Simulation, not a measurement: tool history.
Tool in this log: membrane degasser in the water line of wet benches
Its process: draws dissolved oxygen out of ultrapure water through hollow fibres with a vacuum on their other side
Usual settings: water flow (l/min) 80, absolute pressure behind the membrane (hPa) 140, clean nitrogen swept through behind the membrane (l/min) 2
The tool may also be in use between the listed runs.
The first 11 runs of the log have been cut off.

run	hour	water flow (l/min)	absolute pressure behind the membrane (hPa)	clean nitrogen swept through behind the membrane (l/min)	hours since the membrane was changed	hours since the vacuum gauge was calibrated	hours since the vacuum lines were made tight	dissolved oxygen in the water behind the degasser (ppb)	pressure that the water loses in the fibres (hPa)
12	857	80	140	2	2395	2654	7853	811.4	262.9
13	925.1	80	140	2	2463	2723	7921	797.9	264.4
14	1018	80	140	2	2556	2816	8014	797.5	265.4
15	1059.4	80	140	2	2597	2857	8055	806.5	267.1
16	1106.7	80	140	2	2644	2904	8103	798.6	263.7
17	1195.3	80	140	2	2733	2993	8191	802.3	264.2
18	1248.6	50	140	1.01	2786	3046	8244	935.7	166.4
19	1295.6	89	106	2	2833	3093	8291	611	291.6
20	1351.6	89	106	2	2889	3149	8347	620.1	292.3
21	1438.8	76	140	3.23	2976	3236	8435	530.8	249.1
22	1517.3	76	140	3.23	3055	3315	8513	527.9	253.5
23	1611.7	57	140	2.68	3149	3409	8608	487.3	186.4
24	1701.1	117	91	3.98	3239	3499	8697	367.9	386
25	1756.7	105	204	2.22	3294	3554	8752	1359.9	345.8
26	1800.4	105	204	2.22	3338	3598	8796	1382.8	346.9
# hour 1832.1: seals of the vacuum lines changed
27	1848	91	346	3.13	3384	3643	16	1625.2	302.2
28	1913.4	88	320	2	3449	3709	81	1983.3	290.6
29	1995.1	61	320	1.07	3531	3791	163	2324.5	202.1
30	2062.8	61	320	1.07	3598	3858	231	2361.8	202.6
31	2123.3	117	146	0.85	3659	3919	291	1833	383.1
32	2174	116	158	4.82	3710	3970	342	628.1	382.9
33	2214.5	116	251	4.82	3750	4010	382	1038.2	381.4

3 options for the next run, each taken on its own from the tool as it stands now. Forecast them:
A	2273.5	104	150	2.66	3809	4069	441	?	?
B	2273.5	51	251	4.82	3809	4069	441	?	?
C	2273.5	85	251	4.3	3809	4069	441	?	?

run	dissolved oxygen in the water behind the degasser (ppb)	pressure that the water loses in the fibres (hPa)
A	861.8	343.9
B	519.4	167.8
C	889.5	280
Stripped of hidden state, with their random variation kept, the same runs would have yielded:
run	dissolved oxygen in the water behind the degasser (ppb)	pressure that the water loses in the fibres (hPa)
A	861.4	343.6
B	519.2	167.7
C	889.2	279.8
